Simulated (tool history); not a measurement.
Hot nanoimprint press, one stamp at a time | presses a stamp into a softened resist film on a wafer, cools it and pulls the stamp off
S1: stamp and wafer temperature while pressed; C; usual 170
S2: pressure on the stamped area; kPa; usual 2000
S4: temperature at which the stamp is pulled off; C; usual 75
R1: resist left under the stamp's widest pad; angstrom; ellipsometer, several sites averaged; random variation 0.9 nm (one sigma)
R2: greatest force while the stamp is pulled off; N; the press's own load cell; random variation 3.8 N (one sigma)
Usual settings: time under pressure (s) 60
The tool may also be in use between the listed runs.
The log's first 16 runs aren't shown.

run 17 day=43.179 | S1=170 S2=1420 time_under_pressure_(s)=60 S4=75 | R1=1443 R2=175
run 18 day=46.892 | S1=175 S2=1420 time_under_pressure_(s)=60 S4=61 | R1=1144 R2=222
run 19 day=49.846 | S1=175 S2=1420 time_under_pressure_(s)=60 S4=61 | R1=1157 R2=206
run 20 day=53.017 | S1=159 S2=2000 time_under_pressure_(s)=60 S4=75 | R1=1869 R2=183
run 21 day=56.783 | S1=165 S2=3000 time_under_pressure_(s)=60 S4=75 | R1=1337 R2=183
-- day=57.942 plate thermocouple calibrated
run 22 day=59.992 | S1=170 S2=2000 time_under_pressure_(s)=60 S4=61 | R1=1252 R2=215
run 23 day=63.067 | S1=165 S2=2730 time_under_pressure_(s)=62 S4=83 | R1=1365 R2=168
run 24 day=66.821 | S1=165 S2=2730 time_under_pressure_(s)=62 S4=60 | R1=1363 R2=220
run 25 day=69.812 | S1=175 S2=2000 time_under_pressure_(s)=36 S4=78 | R1=1235 R2=177
run 26 day=72.829 | S1=175 S2=2000 time_under_pressure_(s)=36 S4=78 | R1=1228 R2=173
-- day=74.908 stamp cleaned and given a new release coat
run 27 day=76.929 | S1=177 S2=2020 time_under_pressure_(s)=119 S4=61 | R1=682 R2=213
run 28 day=79.758 | S1=177 S2=2020 time_under_pressure_(s)=71 S4=61 | R1=834 R2=217
run 29 day=83.042 | S1=170 S2=1410 time_under_pressure_(s)=60 S4=75 | R1=1425 R2=180
-- day=84.375 plate thermocouple calibrated
run 30 day=85.483 | S1=181 S2=2000 time_under_pressure_(s)=40 S4=67 | R1=921 R2=192
run 31 day=87.671 | S1=166 S2=3040 time_under_pressure_(s)=86 S4=80 | R1=1104 R2=172

Forecast each of these 3 alternatives for the next run:
run A day=89.792 | S1=178 S2=2410 time_under_pressure_(s)=60 S4=76 | R1=? R2=?
run B day=89.792 | S1=166 S2=3040 time_under_pressure_(s)=86 S4=64 | R1=? R2=?
run C day=89.792 | S1=160 S2=3040 time_under_pressure_(s)=86 S4=64 | R1=? R2=?

run=A R1=799 R2=185
run=B R1=1108 R2=211
run=C R1=1450 R2=205
Without the tool's hidden state the same runs would have given:
run=A R1=799 R2=184
run=B R1=1108 R2=210
run=C R1=1450 R2=204
